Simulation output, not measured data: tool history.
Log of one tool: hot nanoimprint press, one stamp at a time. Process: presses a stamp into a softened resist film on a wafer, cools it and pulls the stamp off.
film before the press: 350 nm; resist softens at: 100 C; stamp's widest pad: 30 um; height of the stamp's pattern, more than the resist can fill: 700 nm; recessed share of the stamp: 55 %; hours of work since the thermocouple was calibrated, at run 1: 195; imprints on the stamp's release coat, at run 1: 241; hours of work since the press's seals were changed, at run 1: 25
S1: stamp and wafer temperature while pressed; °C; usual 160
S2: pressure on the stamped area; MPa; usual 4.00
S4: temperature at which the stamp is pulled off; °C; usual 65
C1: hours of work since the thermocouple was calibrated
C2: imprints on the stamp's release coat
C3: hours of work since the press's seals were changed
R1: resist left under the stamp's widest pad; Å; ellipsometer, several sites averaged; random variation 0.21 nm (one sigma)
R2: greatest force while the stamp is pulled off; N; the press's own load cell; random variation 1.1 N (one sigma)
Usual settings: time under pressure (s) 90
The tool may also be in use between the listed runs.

run 1 hour=0.0 | S1=160 S2=4.00 time_under_pressure_(s)=90 S4=65 | C1=195 C2=241 C3=25 | R1=2016 R2=225
run 2 hour=15.0 | S1=160 S2=4.00 time_under_pressure_(s)=90 S4=65 | C1=202 C2=292 C3=33 | R1=2013 R2=226
run 3 hour=24.7 | S1=160 S2=4.00 time_under_pressure_(s)=90 S4=65 | C1=207 C2=325 C3=37 | R1=2013 R2=222
run 4 hour=31.7 | S1=160 S2=4.00 time_under_pressure_(s)=90 S4=65 | C1=210 C2=349 C3=41 | R1=2013 R2=223
run 5 hour=45.9 | S1=160 S2=4.00 time_under_pressure_(s)=90 S4=65 | C1=217 C2=397 C3=48 | R1=2013 R2=226
run 6 hour=53.1 | S1=160 S2=4.00 time_under_pressure_(s)=90 S4=67 | C1=221 C2=422 C3=51 | R1=2015 R2=222
run 7 hour=61.6 | S1=160 S2=4.00 time_under_pressure_(s)=90 S4=65 | C1=225 C2=451 C3=55 | R1=2009 R2=224
run 8 hour=69.8 | S1=151 S2=4.00 time_under_pressure_(s)=90 S4=65 | C1=229 C2=479 C3=59 | R1=2600 R2=225
run 9 hour=84.6 | S1=151 S2=4.00 time_under_pressure_(s)=90 S4=65 | C1=236 C2=529 C3=67 | R1=2597 R2=225
run 10 hour=96.6 | S1=160 S2=4.00 time_under_pressure_(s)=90 S4=65 | C1=242 C2=570 C3=73 | R1=2012 R2=226
run 11 hour=107.3 | S1=160 S2=4.00 time_under_pressure_(s)=90 S4=65 | C1=247 C2=606 C3=78 | R1=2013 R2=224
run 12 hour=119.4 | S1=160 S2=4.00 time_under_pressure_(s)=90 S4=65 | C1=253 C2=648 C3=84 | R1=2013 R2=226
-- hour=138.8 stamp cleaned and given a new release coat
run 13 hour=138.8 | S1=160 S2=4.00 time_under_pressure_(s)=90 S4=65 | C1=260 C2=0 C3=90 | R1=2015 R2=223
run 14 hour=148.1 | S1=160 S2=4.00 time_under_pressure_(s)=90 S4=60 | C1=264 C2=32 C3=95 | R1=2013 R2=237
run 15 hour=160.6 | S1=160 S2=4.00 time_under_pressure_(s)=90 S4=60 | C1=271 C2=74 C3=101 | R1=2010 R2=236
run 16 hour=171.6 | S1=160 S2=4.37 time_under_pressure_(s)=90 S4=65 | C1=276 C2=112 C3=106 | R1=1937 R2=224
run 17 hour=178.6 | S1=160 S2=4.00 time_under_pressure_(s)=50 S4=65 | C1=279 C2=136 C3=110 | R1=2380 R2=226
run 18 hour=192.7 | S1=160 S2=4.00 time_under_pressure_(s)=50 S4=65 | C1=286 C2=184 C3=117 | R1=2379 R2=227
run 19 hour=204.0 | S1=160 S2=4.00 time_under_pressure_(s)=50 S4=65 | C1=292 C2=222 C3=122 | R1=2378 R2=225
run 20 hour=211.5 | S1=151 S2=4.00 time_under_pressure_(s)=71 S4=65 | C1=295 C2=248 C3=126 | R1=2727 R2=224
run 21 hour=225.3 | S1=160 S2=4.00 time_under_pressure_(s)=162 S4=56 | C1=302 C2=294 C3=132 | R1=1650 R2=244
run 22 hour=239.5 | S1=160 S2=4.00 time_under_pressure_(s)=90 S4=70 | C1=309 C2=343 C3=139 | R1=2012 R2=214
run 23 hour=250.5 | S1=160 S2=4.00 time_under_pressure_(s)=90 S4=70 | C1=314 C2=380 C3=145 | R1=2015 R2=213
run 24 hour=262.8 | S1=169 S2=3.17 time_under_pressure_(s)=48 S4=65 | C1=320 C2=422 C3=151 | R1=2078 R2=225
run 25 hour=272.6 | S1=163 S2=5.35 time_under_pressure_(s)=163 S4=56 | C1=325 C2=455 C3=156 | R1=1283 R2=247
run 26 hour=282.5 | S1=159 S2=5.93 time_under_pressure_(s)=163 S4=59 | C1=330 C2=489 C3=160 | R1=1415 R2=237
run 27 hour=297.7 | S1=159 S2=5.93 time_under_pressure_(s)=163 S4=59 | C1=338 C2=541 C3=168 | R1=1415 R2=239
run 28 hour=304.2 | S1=159 S2=5.93 time_under_pressure_(s)=101 S4=52 | C1=341 C2=563 C3=171 | R1=1685 R2=256
run 29 hour=313.6 | S1=159 S2=5.93 time_under_pressure_(s)=101 S4=52 | C1=345 C2=595 C3=176 | R1=1688 R2=257
run 30 hour=327.5 | S1=160 S2=4.00 time_under_pressure_(s)=106 S4=57 | C1=352 C2=642 C3=182 | R1=1911 R2=245

How the hidden state differs across the entries between the runs, from the last listed run before each to the first after it:
Between runs 12 and 13: stamp cleaned and given a new release coat (hour 138.8)
  grip of the stamp's worn release coat, % over a new coat's: 0.4 -> 0
